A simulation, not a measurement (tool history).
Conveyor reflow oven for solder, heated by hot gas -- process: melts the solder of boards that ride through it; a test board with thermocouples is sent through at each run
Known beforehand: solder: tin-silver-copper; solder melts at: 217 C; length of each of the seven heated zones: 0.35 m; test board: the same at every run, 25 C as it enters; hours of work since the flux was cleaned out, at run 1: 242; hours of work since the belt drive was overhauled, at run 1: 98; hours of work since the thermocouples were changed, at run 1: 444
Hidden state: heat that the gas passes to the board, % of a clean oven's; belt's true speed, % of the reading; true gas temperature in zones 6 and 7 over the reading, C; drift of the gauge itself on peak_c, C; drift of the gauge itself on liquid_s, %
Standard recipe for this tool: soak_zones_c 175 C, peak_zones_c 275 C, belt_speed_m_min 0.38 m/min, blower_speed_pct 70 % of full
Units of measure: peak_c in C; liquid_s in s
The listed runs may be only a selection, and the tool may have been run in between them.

run	hour	soak_zones_c	peak_zones_c	belt_speed_m_min	blower_speed_pct	hours of work since the flux was cleaned out	hours of work since the belt drive was overhauled	hours of work since the thermocouples were changed	peak_c	liquid_s
1	0	175	275	0.38	70	242	98	444	252.5	81.4
2	6.5	175	275	0.38	70	245	102	447	252.7	82.2
3	13.1	175	275	0.38	70	249	106	451	251.7	81.5
4	22.4	175	275	0.38	70	255	111	457	252.8	81.2
5	28.4	175	275	0.38	70	258	115	460	252.3	81.3
6	36.2	175	275	0.38	70	262	119	464	252.7	81.5
7	45.2	175	275	0.38	70	268	124	470	251.6	81.4
8	50.7	175	275	0.38	70	271	127	473	252.5	81.4
9	58.2	175	275	0.38	70	275	132	477	252	81
10	62.9	175	268	0.38	70	278	134	480	246.5	74.9
11	69.4	175	268	0.38	70	282	138	484	245.9	74.3
12	77.5	175	275	0.38	70	286	143	488	251.4	81.5
13	85.8	175	275	0.38	70	291	148	493	252.5	81.3
14	95.4	175	275	0.38	70	297	153	499	251.6	80.7
15	100.9	175	275	0.38	70	300	156	502	252.4	80.6
# hour 108.5: thermocouples of zones 6 and 7 changed
16	111.3	175	275	0.435	70	305	161	2	246.9	63.5
17	116.3	175	275	0.341	83	308	164	5	259	99.8
18	124.4	175	275	0.341	83	312	169	9	258.8	99.8
19	131.7	175	275	0.341	83	317	173	13	258.6	99.6
20	136.6	179	278	0.401	66	319	176	16	252.5	78.1
21	141.7	179	286	0.329	66	322	179	19	267	113.7
22	148.2	179	286	0.329	66	326	183	23	266.9	113.1
23	155.8	167	274	0.36	80	330	187	27	253.3	84.1
24	162.9	167	274	0.36	80	335	191	31	253.3	84.1
25	167.1	167	274	0.36	80	337	194	34	253.5	84.2
26	175.4	182	287	0.425	82	342	198	39	261.7	83.3
27	183.4	182	287	0.425	82	346	203	43	261.8	83.9
28	190.4	182	289	0.425	82	350	207	47	263	85.4
# hour 200.8: flux residue cleaned out of gas plates and filters
29	202.8	182	289	0.314	66	1	211	52	274.4	126.5
30	210.7	182	289	0.314	66	6	216	56	275	126.3

4 ways to go on from here, each from the tool as it stands after run 30. What would each give?
A	214.9	172	275	0.389	70	8	218	59	?	?
B	214.9	175	275	0.38	70	8	218	59	?	?
C	214.9	175	289	0.412	70	8	218	59	?	?
D	214.9	182	275	0.324	53	8	218	59	?	?

run	peak_c	liquid_s
A	254.3	81.3
B	255.7	85.8
C	264.1	85.3
D	257.8	108.2
Without the tool's unlogged condition, the same runs would have read:
run	peak_c	liquid_s
A	254.4	80.9
B	255.8	85.4
C	264.2	84.8
D	257.8	107.5
